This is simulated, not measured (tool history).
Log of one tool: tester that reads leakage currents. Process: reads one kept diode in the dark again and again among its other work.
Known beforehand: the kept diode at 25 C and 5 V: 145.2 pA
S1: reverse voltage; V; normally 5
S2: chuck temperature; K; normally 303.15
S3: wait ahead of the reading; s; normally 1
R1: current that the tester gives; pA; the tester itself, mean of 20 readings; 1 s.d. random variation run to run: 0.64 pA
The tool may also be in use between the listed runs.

{"run": 1, "day": 0.0, "S1": 5, "S2": 303.15, "S3": 1, "R1": 227.13}
{"run": 2, "day": 1.038, "S1": 5, "S2": 303.15, "S3": 1, "R1": 227.34}
{"run": 3, "day": 2.083, "S1": 5, "S2": 303.15, "S3": 0.43, "R1": 227.97}
{"run": 4, "day": 3.346, "S1": 5, "S2": 303.15, "S3": 0.43, "R1": 228.37}
{"run": 5, "day": 4.033, "S1": 5, "S2": 303.15, "S3": 0.43, "R1": 228.08}
{"run": 6, "day": 4.912, "S1": 5, "S2": 303.15, "S3": 1, "R1": 227.72}
{"run": 7, "day": 5.838, "S1": 5, "S2": 303.15, "S3": 1, "R1": 228.81}
{"run": 8, "day": 6.521, "S1": 5, "S2": 303.15, "S3": 1, "R1": 228.97}
{"run": 9, "day": 7.454, "S1": 5, "S2": 303.15, "S3": 0.58, "R1": 230.68}
{"run": 10, "day": 8.108, "S1": 5, "S2": 303.15, "S3": 0.58, "R1": 231.06}
{"run": 11, "day": 9.262, "S1": 5, "S2": 297.15, "S3": 1, "R1": 146.32}
{"run": 12, "day": 10.025, "S1": 5, "S2": 297.15, "S3": 1, "R1": 146.4}
{"run": 13, "day": 10.796, "S1": 5, "S2": 297.15, "S3": 1, "R1": 146.84}
{"run": 14, "day": 11.854, "S1": 5, "S2": 297.15, "S3": 1, "R1": 146.79}
{"run": 15, "day": 13.175, "S1": 5, "S2": 303.15, "S3": 1, "R1": 231.05}
{"run": 16, "day": 14.017, "S1": 5, "S2": 303.15, "S3": 1, "R1": 231.73}
{"run": 17, "day": 15.329, "S1": 5, "S2": 303.15, "S3": 1, "R1": 231.89}
{"run": 18, "day": 16.179, "S1": 5, "S2": 303.15, "S3": 1, "R1": 233.38}
{"run": 19, "day": 16.804, "S1": 5, "S2": 293.15, "S3": 1, "R1": 108.12}
{"run": 20, "day": 17.846, "S1": 8.99, "S2": 299.15, "S3": 5.05, "R1": 231.64}
{"run": 21, "day": 19.238, "S1": 2.72, "S2": 325.15, "S3": 7.73, "R1": 799.81}

What will run 22 give?
{"run": 22, "day": 19.842, "S1": 2.72, "S2": 325.15, "S3": 7.73, "R1": "?"}

Run 22 gave R1 801.85 pA.
Without the tool's hidden state the same run would have given R1 744.01 pA.
